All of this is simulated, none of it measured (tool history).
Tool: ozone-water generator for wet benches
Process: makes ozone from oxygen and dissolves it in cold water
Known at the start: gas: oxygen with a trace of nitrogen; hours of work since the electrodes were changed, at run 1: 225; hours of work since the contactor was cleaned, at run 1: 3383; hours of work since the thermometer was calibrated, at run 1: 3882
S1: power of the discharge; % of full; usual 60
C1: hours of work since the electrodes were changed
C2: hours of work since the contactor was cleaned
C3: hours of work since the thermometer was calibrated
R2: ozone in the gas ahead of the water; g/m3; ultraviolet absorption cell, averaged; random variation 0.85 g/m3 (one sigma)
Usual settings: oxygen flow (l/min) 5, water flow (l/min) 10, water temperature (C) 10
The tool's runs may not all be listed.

Run 1, hour 0: usual settings; C1 225; C2 3383; C3 3882. Result: dissolved ozone (ppm) 22.5, R2 137.8 g/m3.
Run 2, hour 134.8: usual settings; C1 319; C2 3477; C3 3976. Result: dissolved ozone (ppm) 22.6, R2 138.8 g/m3.
Run 3, hour 281.4: usual settings; C1 421; C2 3579; C3 4078. Result: dissolved ozone (ppm) 22.4, R2 137.4 g/m3.
Run 4, hour 365.6: usual settings; C1 480; C2 3638; C3 4137. Result: dissolved ozone (ppm) 22.4, R2 137.3 g/m3.
Run 5, hour 543: usual settings; C1 603; C2 3762; C3 4260. Result: dissolved ozone (ppm) 22.5, R2 136.1 g/m3.
Run 6, hour 627.5: usual settings but oxygen flow (l/min) 3.95; C1 662; C2 3821; C3 4319. Result: dissolved ozone (ppm) 23, R2 157.7 g/m3.
Run 7, hour 705.2: usual settings but S1 56 % of full; C1 716; C2 3875; C3 4373. Result: dissolved ozone (ppm) 21.5, R2 131.8 g/m3.
Run 8, hour 825.9: usual settings but S1 56 % of full; C1 801; C2 3959; C3 4457. Result: dissolved ozone (ppm) 21.6, R2 134.2 g/m3.
Run 9, hour 940.5: usual settings but water temperature (C) 7; C1 880; C2 4039; C3 4537. Result: dissolved ozone (ppm) 23.6, R2 136.9 g/m3.
Run 10, hour 1029.5: usual settings; C1 942; C2 4101; C3 4599. Result: dissolved ozone (ppm) 22.3, R2 136.8 g/m3.
Run 11, hour 1157.4: usual settings; C1 1032; C2 4190; C3 4689. Result: dissolved ozone (ppm) 22.7, R2 138.2 g/m3.
Run 12, hour 1334.1: usual settings; C1 1155; C2 4313; C3 4812. Result: dissolved ozone (ppm) 22.6, R2 137.1 g/m3.
Run 13, hour 1512.8: usual settings; C1 1279; C2 4438; C3 4936. Result: dissolved ozone (ppm) 22.3, R2 137.1 g/m3.
Run 14, hour 1649.3: usual settings but water temperature (C) 6; C1 1375; C2 4533; C3 5031. Result: dissolved ozone (ppm) 23.9, R2 137.8 g/m3.
Run 15, hour 1786.7: usual settings; C1 1470; C2 4629; C3 5127. Result: dissolved ozone (ppm) 22.6, R2 138.7 g/m3.
Run 16, hour 1858.7: usual settings; C1 1520; C2 4679; C3 5177. Result: dissolved ozone (ppm) 22.4, R2 136.7 g/m3.
Run 17, hour 1954.1: usual settings but water flow (l/min) 11; C1 1587; C2 4745; C3 5244. Result: dissolved ozone (ppm) 21, R2 137.1 g/m3.
Run 18, hour 2112.7: usual settings but S1 41 % of full, oxygen flow (l/min) 3.06, water flow (l/min) 13, water temperature (C) 9; C1 1697; C2 4856; C3 5354. Result: dissolved ozone (ppm) 15.2, R2 150.6 g/m3.
Run 19, hour 2277.5: usual settings but oxygen flow (l/min) 5.16, water flow (l/min) 14; C1 1812; C2 4971; C3 5469. Result: dissolved ozone (ppm) 17, R2 134.7 g/m3.
Run 20, hour 2434.8: usual settings but oxygen flow (l/min) 3.36, water temperature (C) 5; C1 1922; C2 5080; C3 5579. Result: dissolved ozone (ppm) 25.4, R2 174.2 g/m3.
At hour 2538.9: water thermometer calibrated.
Run 21, hour 2600: usual settings but S1 43 % of full, water flow (l/min) 6, water temperature (C) 13; C1 2037; C2 5195; C3 43. Result: dissolved ozone (ppm) 24.8, R2 115.7 g/m3.
Run 22, hour 2764.5: usual settings but oxygen flow (l/min) 5.24, water flow (l/min) 9, water temperature (C) 17; C1 2152; C2 5310; C3 157. Result: dissolved ozone (ppm) 21.1, R2 133.3 g/m3.
Run 23, hour 2856.9: usual settings but S1 42 % of full, oxygen flow (l/min) 4.48; C1 2216; C2 5374; C3 222. Result: dissolved ozone (ppm) 19, R2 122.5 g/m3.
Run 24, hour 2994: usual settings but S1 56 % of full, oxygen flow (l/min) 3.78, water flow (l/min) 11; C1 2311; C2 5470; C3 317. Result: dissolved ozone (ppm) 20.7, R2 155.6 g/m3.
Run 25, hour 3111.5: usual settings but oxygen flow (l/min) 7.65; C1 2393; C2 5552; C3 399. Result: dissolved ozone (ppm) 20.7, R2 106.3 g/m3.
Run 26, hour 3200.2: usual settings but S1 67 % of full, oxygen flow (l/min) 6.44; C1 2455; C2 5613; C3 461. Result: dissolved ozone (ppm) 22.6, R2 125.3 g/m3.
Run 27, hour 3284.2: usual settings but S1 67 % of full, oxygen flow (l/min) 6.44; C1 2514; C2 5672; C3 519. Result: dissolved ozone (ppm) 22.7, R2 123.8 g/m3.
Run 28, hour 3400.6: usual settings but S1 67 % of full, oxygen flow (l/min) 6.44; C1 2595; C2 5753; C3 601. Result: dissolved ozone (ppm) 22.5, R2 125.3 g/m3.
Run 29, hour 3507.5: usual settings but S1 90 % of full, oxygen flow (l/min) 3.19, water temperature (C) 8; C1 2669; C2 5828; C3 675. Result: dissolved ozone (ppm) 29.5, R2 219.9 g/m3.
Run 30, hour 3616.5: usual settings but water flow (l/min) 13; C1 2745; C2 5904; C3 751. Result: dissolved ozone (ppm) 18, R2 136.7 g/m3.
Run 31, hour 3735.9: usual settings but S1 47 % of full, water flow (l/min) 16; C1 2829; C2 5987; C3 834. Result: dissolved ozone (ppm) 13.4, R2 120.9 g/m3.
Run 32, hour 3878.1: usual settings but S1 47 % of full; C1 2928; C2 6086; C3 933. Result: dissolved ozone (ppm) 19.7, R2 121.9 g/m3.
At hour 3981.1: contactor cleaned.
Run 33, hour 4031.6: usual settings but S1 80 % of full, oxygen flow (l/min) 6.36, water flow (l/min) 11, water temperature (C) 6; C1 3032; C2 35; C3 1038. Result: dissolved ozone (ppm) 25.1, R2 140.8 g/m3.

Forecast each of these 4 alternatives for the next run:
Run A, hour 4210: usual settings but oxygen flow (l/min) 4.39; C1 3156; C2 160; C3 1162. Result: dissolved ozone (ppm) ?, R2 ?.
Run B, hour 4210: usual settings but S1 73 % of full, water temperature (C) 7; C1 3156; C2 160; C3 1162. Result: dissolved ozone (ppm) ?, R2 ?.
Run C, hour 4210: usual settings but S1 96 % of full, oxygen flow (l/min) 3.4, water flow (l/min) 9, water temperature (C) 6; C1 3156; C2 160; C3 1162. Result: dissolved ozone (ppm) ?, R2 ?.
Run D, hour 4210: usual settings but S1 89 % of full, oxygen flow (l/min) 8.2, water temperature (C) 5; C1 3156; C2 160; C3 1162. Result: dissolved ozone (ppm) ?, R2 ?.

run  dissolved ozone (ppm)     R2
  A                   22.9  146.1
  B                   26.5  151.9
  C                   34.6  220.4
  D                   27.9  126.5
Without the tool's hidden state the same runs would have given:
run  dissolved ozone (ppm)     R2
  A                   22.9  146.3
  B                   26.5  152.1
  C                   34.6  220.7
  D                     28  126.7

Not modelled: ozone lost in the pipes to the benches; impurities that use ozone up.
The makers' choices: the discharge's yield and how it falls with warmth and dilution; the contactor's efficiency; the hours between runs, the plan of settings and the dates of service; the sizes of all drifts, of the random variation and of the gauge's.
